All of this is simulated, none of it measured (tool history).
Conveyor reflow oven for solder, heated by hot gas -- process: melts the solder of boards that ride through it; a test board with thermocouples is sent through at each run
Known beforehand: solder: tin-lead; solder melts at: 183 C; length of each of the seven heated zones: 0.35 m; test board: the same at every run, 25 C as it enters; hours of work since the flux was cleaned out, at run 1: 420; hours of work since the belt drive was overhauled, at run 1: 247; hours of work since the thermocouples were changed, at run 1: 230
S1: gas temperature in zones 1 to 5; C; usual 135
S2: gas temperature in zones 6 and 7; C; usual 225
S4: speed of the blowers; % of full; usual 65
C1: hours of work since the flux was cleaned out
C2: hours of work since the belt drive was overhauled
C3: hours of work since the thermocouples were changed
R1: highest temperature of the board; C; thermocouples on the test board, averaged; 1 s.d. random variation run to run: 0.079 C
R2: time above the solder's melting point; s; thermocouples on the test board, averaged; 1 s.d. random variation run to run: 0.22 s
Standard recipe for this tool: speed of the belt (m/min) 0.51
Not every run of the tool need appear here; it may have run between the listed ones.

run 1 hour=0 | S1=135 S2=225 speed_of_the_belt_(m/min)=0.51 S4=65 | C1=420 C2=247 C3=230 | R1=211.08 R2=56.1
run 2 hour=5.8 | S1=135 S2=225 speed_of_the_belt_(m/min)=0.51 S4=65 | C1=424 C2=251 C3=234 | R1=211.09 R2=55.9
run 3 hour=16 | S1=135 S2=225 speed_of_the_belt_(m/min)=0.51 S4=65 | C1=431 C2=258 C3=241 | R1=210.92 R2=56.3
run 4 hour=27 | S1=135 S2=225 speed_of_the_belt_(m/min)=0.51 S4=65 | C1=439 C2=266 C3=249 | R1=211.05 R2=55.9
run 5 hour=38.3 | S1=135 S2=225 speed_of_the_belt_(m/min)=0.51 S4=65 | C1=447 C2=274 C3=257 | R1=210.84 R2=56.3
run 6 hour=46.7 | S1=135 S2=225 speed_of_the_belt_(m/min)=0.51 S4=65 | C1=453 C2=280 C3=263 | R1=210.88 R2=55.9
run 7 hour=55.1 | S1=135 S2=225 speed_of_the_belt_(m/min)=0.51 S4=65 | C1=459 C2=286 C3=269 | R1=210.85 R2=55.5
run 8 hour=68 | S1=135 S2=225 speed_of_the_belt_(m/min)=0.51 S4=65 | C1=468 C2=295 C3=278 | R1=210.83 R2=56
run 9 hour=79.6 | S1=135 S2=225 speed_of_the_belt_(m/min)=0.51 S4=61 | C1=476 C2=303 C3=287 | R1=210.1 R2=54.8
run 10 hour=93.3 | S1=135 S2=225 speed_of_the_belt_(m/min)=0.51 S4=61 | C1=486 C2=313 C3=296 | R1=209.97 R2=54.7
run 11 hour=102.3 | S1=135 S2=225 speed_of_the_belt_(m/min)=0.51 S4=61 | C1=492 C2=319 C3=303 | R1=210.09 R2=54.8
-- hour=117.8 flux residue cleaned out of gas plates and filters
run 12 hour=117.8 | S1=135 S2=225 speed_of_the_belt_(m/min)=0.51 S4=85 | C1=0 C2=327 C3=310 | R1=216.38 R2=62.5
run 13 hour=128.6 | S1=135 S2=225 speed_of_the_belt_(m/min)=0.51 S4=85 | C1=8 C2=334 C3=318 | R1=216.29 R2=62.3
run 14 hour=138.7 | S1=135 S2=225 speed_of_the_belt_(m/min)=0.51 S4=85 | C1=15 C2=342 C3=325 | R1=216.15 R2=62.4
run 15 hour=148.1 | S1=135 S2=225 speed_of_the_belt_(m/min)=0.51 S4=85 | C1=22 C2=348 C3=332 | R1=216.13 R2=62.6
run 16 hour=157.9 | S1=135 S2=225 speed_of_the_belt_(m/min)=0.414 S4=85 | C1=29 C2=355 C3=339 | R1=220.13 R2=82.4
run 17 hour=168.2 | S1=123 S2=225 speed_of_the_belt_(m/min)=0.595 S4=65 | C1=36 C2=363 C3=346 | R1=206.39 R2=39.6
run 18 hour=177.2 | S1=123 S2=225 speed_of_the_belt_(m/min)=0.595 S4=65 | C1=42 C2=369 C3=352 | R1=206.29 R2=39.6
run 19 hour=183 | S1=150 S2=225 speed_of_the_belt_(m/min)=0.595 S4=65 | C1=46 C2=373 C3=357 | R1=211.47 R2=53.3
run 20 hour=194.6 | S1=150 S2=225 speed_of_the_belt_(m/min)=0.595 S4=65 | C1=55 C2=381 C3=365 | R1=211.49 R2=53.2
run 21 hour=201.1 | S1=120 S2=225 speed_of_the_belt_(m/min)=0.51 S4=65 | C1=59 C2=386 C3=369 | R1=210.87 R2=51.7
run 22 hour=214.8 | S1=124 S2=232 speed_of_the_belt_(m/min)=0.51 S4=65 | C1=69 C2=396 C3=379 | R1=217.64 R2=59
run 23 hour=224.7 | S1=124 S2=232 speed_of_the_belt_(m/min)=0.51 S4=65 | C1=76 C2=403 C3=386 | R1=217.65 R2=59
run 24 hour=238.6 | S1=148 S2=229 speed_of_the_belt_(m/min)=0.51 S4=87 | C1=86 C2=413 C3=396 | R1=221.31 R2=70.5
run 25 hour=249.6 | S1=139 S2=225 speed_of_the_belt_(m/min)=0.51 S4=65 | C1=94 C2=420 C3=404 | R1=213.44 R2=61.1
run 26 hour=261.7 | S1=135 S2=225 speed_of_the_belt_(m/min)=0.505 S4=57 | C1=102 C2=429 C3=413 | R1=211.53 R2=57.4
run 27 hour=267.4 | S1=143 S2=240 speed_of_the_belt_(m/min)=0.429 S4=65 | C1=106 C2=433 C3=417 | R1=232.03 R2=89.4
run 28 hour=281.2 | S1=122 S2=225 speed_of_the_belt_(m/min)=0.538 S4=63 | C1=116 C2=443 C3=426 | R1=208.86 R2=46.9
run 29 hour=294.9 | S1=135 S2=234 speed_of_the_belt_(m/min)=0.53 S4=65 | C1=126 C2=453 C3=436 | R1=219.8 R2=61.8
run 30 hour=304.5 | S1=149 S2=214 speed_of_the_belt_(m/min)=0.45 S4=53 | C1=133 C2=460 C3=443 | R1=205.94 R2=66.5
run 31 hour=316.5 | S1=141 S2=238 speed_of_the_belt_(m/min)=0.52 S4=75 | C1=141 C2=468 C3=452 | R1=226.67 R2=70.2

Estimate the outcome of run 32 from the log above:
run 32 hour=329.8 | S1=135 S2=231 speed_of_the_belt_(m/min)=0.51 S4=62 | C1=151 C2=478 C3=461 | R1=? R2=?

For run 32 the tool returned R1 217.6 C, R2 62.5 s.
Take away the tool's hidden state, keep the run-to-run variation as it was, and the same run would have given R1 216.99 C, R2 61.2 s.

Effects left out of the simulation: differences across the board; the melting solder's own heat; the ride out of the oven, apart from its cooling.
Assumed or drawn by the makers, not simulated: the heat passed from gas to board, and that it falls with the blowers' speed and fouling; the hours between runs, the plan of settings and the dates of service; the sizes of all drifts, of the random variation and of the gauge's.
